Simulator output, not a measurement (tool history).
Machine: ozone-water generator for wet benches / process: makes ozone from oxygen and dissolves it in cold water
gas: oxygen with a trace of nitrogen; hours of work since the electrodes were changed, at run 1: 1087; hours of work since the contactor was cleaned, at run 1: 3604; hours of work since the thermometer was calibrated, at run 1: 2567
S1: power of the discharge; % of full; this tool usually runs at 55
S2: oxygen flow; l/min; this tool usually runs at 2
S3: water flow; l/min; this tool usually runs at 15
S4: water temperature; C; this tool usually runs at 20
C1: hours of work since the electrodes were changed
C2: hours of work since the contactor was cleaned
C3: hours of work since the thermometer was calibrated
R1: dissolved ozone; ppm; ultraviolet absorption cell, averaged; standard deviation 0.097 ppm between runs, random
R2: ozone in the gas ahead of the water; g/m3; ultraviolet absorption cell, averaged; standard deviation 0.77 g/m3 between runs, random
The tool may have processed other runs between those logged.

| run | hour | S1 | S2 | S3 | S4 | C1 | C2 | C3 | R1 | R2 |
|---|---|---|---|---|---|---|---|---|---|---|
| 1 | 0 | 55 | 2 | 15 | 20 | 1087 | 3604 | 2567 | 5.15 | 110.4 |
| 2 | 41.8 | 55 | 2 | 15 | 20 | 1128 | 3645 | 2608 | 5.02 | 112.2 |
| 3 | 83.1 | 55 | 2 | 15 | 20 | 1169 | 3685 | 2648 | 5.08 | 111.7 |
| 4 | 143.7 | 55 | 2 | 15 | 20 | 1228 | 3744 | 2708 | 5.12 | 110.5 |
| 5 | 210.5 | 55 | 2 | 15 | 20 | 1293 | 3810 | 2773 | 5 | 109.9 |
| 6 | 276.7 | 55 | 2 | 15 | 20 | 1358 | 3875 | 2838 | 4.94 | 111.6 |
| 7 | 321.8 | 55 | 2 | 15 | 20 | 1402 | 3919 | 2882 | 4.96 | 110.1 |
|  | 329.8 | contactor cleaned |
| 8 | 359.5 | 55 | 2 | 15 | 20 | 1435 | 29 | 2915 | 5.42 | 110.1 |
| 9 | 409.3 | 55 | 2 | 15 | 20 | 1484 | 78 | 2964 | 5.53 | 108.3 |
| 10 | 452.7 | 55 | 2 | 15 | 20 | 1527 | 120 | 3007 | 5.5 | 109.1 |
| 11 | 506.8 | 55 | 2.7 | 15 | 20 | 1580 | 173 | 3060 | 5.85 | 97.3 |
| 12 | 556.8 | 55 | 2 | 10 | 20 | 1629 | 222 | 3108 | 8.08 | 109.8 |
|  | 560.6 | water thermometer calibrated |
| 13 | 613.4 | 55 | 2 | 10 | 20 | 1684 | 277 | 52 | 7.86 | 107.8 |
| 14 | 679.9 | 55 | 2.84 | 15 | 20 | 1749 | 342 | 117 | 6.02 | 95 |
|  | 710 | water thermometer calibrated, once more |
| 15 | 719.2 | 55 | 2.84 | 17 | 20 | 1787 | 380 | 9 | 5.25 | 93.2 |
| 16 | 754.9 | 45 | 1.6 | 15 | 16 | 1822 | 415 | 44 | 4.52 | 99.7 |
| 17 | 785.4 | 97 | 1.6 | 15 | 16 | 1851 | 445 | 74 | 8.29 | 187 |
| 18 | 825.6 | 42 | 1.6 | 15 | 14 | 1891 | 485 | 113 | 4.23 | 93 |
| 19 | 872.3 | 60 | 2 | 15 | 19 | 1937 | 530 | 159 | 5.94 | 115.9 |
| 20 | 934.9 | 86 | 1.84 | 11 | 16 | 1998 | 592 | 220 | 10.53 | 159.8 |
| 21 | 963.3 | 81 | 1.84 | 17 | 16 | 2026 | 619 | 248 | 6.44 | 150 |
| 22 | 1010 | 93 | 2.6 | 14 | 15 | 2071 | 665 | 294 | 9.79 | 147.2 |
| 23 | 1076.6 | 43 | 1.95 | 10 | 21 | 2137 | 730 | 359 | 6.06 | 86.2 |
| 24 | 1119.6 | 43 | 1.95 | 10 | 21 | 2179 | 773 | 401 | 6.34 | 87.6 |
| 25 | 1165.2 | 55 | 2 | 21 | 24 | 2223 | 817 | 446 | 3.57 | 106.8 |

Run 26 is up next; what results do you expect?
| 26 | 1231.8 | 67 | 2 | 22 | 24 | 2289 | 882 | 511 | ? | ? |

Run 26 came out at R1 3.85 ppm, R2 124.2 g/m3.
Were there no unlogged condition in the tool, this run, its random variation unchanged, would have produced R1 4.54 ppm, R2 141.5 g/m3.
